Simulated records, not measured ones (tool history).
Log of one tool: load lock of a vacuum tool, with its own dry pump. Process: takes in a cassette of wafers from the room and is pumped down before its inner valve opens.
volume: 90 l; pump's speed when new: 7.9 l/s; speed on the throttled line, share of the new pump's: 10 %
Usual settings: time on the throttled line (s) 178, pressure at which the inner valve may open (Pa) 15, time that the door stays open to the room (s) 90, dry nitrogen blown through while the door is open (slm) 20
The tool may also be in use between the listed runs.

run,hour,time on the throttled line (s),pressure at which the inner valve may open (Pa),time that the door stays open to the room (s),dry nitrogen blown through while the door is open (slm),"incoming humidity of the room's air, %",time from the closed door until the inner valve may open (s),rise of the pressure with all valves shut (Pa/min)
1,0,178,15,90,20,49.7,263.8,0.036
2,302.9,178,15,90,20,42.7,265.4,0.035
3,586.3,178,15,82,20,48.7,263.9,0.041
4,791.8,178,15,82,20,46.8,263.6,0.042
5,981.6,178,15,90,20,48.1,263.2,0.048
6,1189.8,178,15,90,20,43.2,263.8,0.041
7,1386.2,178,15,90,20,45.2,264.2,0.047
8,1601.4,178,15,90,20,45.2,265.8,0.046
9,1792.7,178,15,90,20,42.9,265.5,0.048
10,1931.4,178,15,90,20,46.8,265.9,0.057
11,2192.2,178,15,90,20,46.9,266.1,0.051
12,2395.5,178,15,90,20,45.4,267.1,0.058
13,2644.8,178,15,90,20,45.8,266.4,0.053
14,2983.1,178,15,90,20,45.2,268.1,0.062
15,3258.5,178,15,90,20,48.6,268.7,0.059
16,3551.9,178,15,90,20,42.9,269.3,0.06
17,3822.4,178,15,90,20,48.6,268.3,0.064
18,4133.2,178,15,90,20,46.1,270.4,0.066
19,4468.9,178,15,155,20,46.1,269.3,0.077
20,4613.3,178,15,114,7,45.4,271,0.083
21,4935.9,93,26,65,7,42.3,189,0.074
22,5147.3,118,26,54,7,45.6,211.2,0.078
23,5458.8,114,22,238,4,43.6,210.1,0.102
24,5602.8,114,22,238,4,45.4,209.3,0.105
25,5889.8,114,22,238,4,48.2,211.8,0.116
26,6032.5,114,13,137,4,46.3,219.2,0.102
27,6313.1,218,15,90,20,45.9,309.4,0.085
28,6481.5,169,15,121,8,48.2,266.5,0.104
29,6723.5,169,15,121,8,44.2,267.3,0.103
30,7019.8,169,15,121,8,46.5,268.2,0.104
31,7207.5,138,12,90,20,45.4,244.5,0.097
32,7481,166,15,90,20,45,266.6,0.089
33,7769,166,15,90,20,48.3,265.2,0.099
34,8083.7,166,15,90,20,42.1,266.4,0.1
35,8381.6,166,15,74,6,44.5,269.4,0.111
36,8675.9,331,10,183,14,47,417.2,0.124
37,8858.3,125,10,31,14,47.8,237.9,0.111
38,9139.1,178,15,26,21,44.4,279.8,0.108

3 ways to go on from here, each from the tool as it stands after run 38. What would each give?
A,9476.2,178,11,60,10,46.8,?,?
B,9476.2,178,15,39,5,45.2,?,?
C,9476.2,342,15,40,6,44.6,?,?

run,time from the closed door until the inner valve may open (s),rise of the pressure with all valves shut (Pa/min)
A,287.6,0.129
B,281.9,0.116
C,422.8,0.119
Without the tool's hidden state the same runs would have given:
run,time from the closed door until the inner valve may open (s),rise of the pressure with all valves shut (Pa/min)
A,267.3,0.037
B,262.5,0.025
C,407.1,0.026

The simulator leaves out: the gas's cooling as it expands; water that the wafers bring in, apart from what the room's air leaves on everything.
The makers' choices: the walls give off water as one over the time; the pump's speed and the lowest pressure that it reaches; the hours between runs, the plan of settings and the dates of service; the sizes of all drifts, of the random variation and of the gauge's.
